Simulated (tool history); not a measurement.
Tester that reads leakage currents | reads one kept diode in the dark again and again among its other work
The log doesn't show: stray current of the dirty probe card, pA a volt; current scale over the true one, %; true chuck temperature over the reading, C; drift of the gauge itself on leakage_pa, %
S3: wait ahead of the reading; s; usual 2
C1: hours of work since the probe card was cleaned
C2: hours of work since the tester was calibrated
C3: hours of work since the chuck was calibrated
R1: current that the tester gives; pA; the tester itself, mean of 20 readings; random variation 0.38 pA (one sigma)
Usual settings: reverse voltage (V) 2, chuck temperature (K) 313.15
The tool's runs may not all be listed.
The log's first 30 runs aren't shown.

run 31 hour=5551.5 | reverse_voltage_(V)=3.28 chuck_temperature_(K)=326.15 S3=0.34 | C1=1839 C2=1756 C3=227 | R1=386.57
run 32 hour=5740.7 | reverse_voltage_(V)=9.59 chuck_temperature_(K)=313.15 S3=2 | C1=1943 C2=1861 C3=332 | R1=225.83
-- hour=5766.3 probe card cleaned and baked
run 33 hour=5861.1 | reverse_voltage_(V)=9.59 chuck_temperature_(K)=313.15 S3=2 | C1=53 C2=1926 C3=397 | R1=213.41
run 34 hour=6092.7 | reverse_voltage_(V)=4.48 chuck_temperature_(K)=305.15 S3=1.3 | C1=181 C2=2055 C3=525 | R1=89
run 35 hour=6250.2 | reverse_voltage_(V)=4.48 chuck_temperature_(K)=305.15 S3=1.3 | C1=269 C2=2142 C3=613 | R1=89.05
run 36 hour=6440.7 | reverse_voltage_(V)=4.48 chuck_temperature_(K)=305.15 S3=1.3 | C1=374 C2=2248 C3=718 | R1=89.48
run 37 hour=6667.5 | reverse_voltage_(V)=2 chuck_temperature_(K)=310.15 S3=1.59 | C1=500 C2=2374 C3=844 | R1=98.05
run 38 hour=6832 | reverse_voltage_(V)=2 chuck_temperature_(K)=313.15 S3=1.59 | C1=591 C2=2465 C3=935 | R1=122.32
run 39 hour=7063.4 | reverse_voltage_(V)=2 chuck_temperature_(K)=319.15 S3=2 | C1=720 C2=2594 C3=1064 | R1=188.56
run 40 hour=7238.8 | reverse_voltage_(V)=2 chuck_temperature_(K)=319.15 S3=2 | C1=817 C2=2691 C3=1161 | R1=188.04

Forecast each of these 3 alternatives for the next run:
run A hour=7441.4 | reverse_voltage_(V)=2 chuck_temperature_(K)=309.15 S3=4.78 | C1=929 C2=2803 C3=1274 | R1=?
run B hour=7441.4 | reverse_voltage_(V)=2 chuck_temperature_(K)=300.15 S3=2 | C1=929 C2=2803 C3=1274 | R1=?
run C hour=7441.4 | reverse_voltage_(V)=2 chuck_temperature_(K)=319.15 S3=0.42 | C1=929 C2=2803 C3=1274 | R1=?

run=A R1=89.77
run=B R1=44.57
run=C R1=189.35
Without the tool's hidden state the same runs would have given:
run=A R1=92.42
run=B R1=45.36
run=C R1=195.61
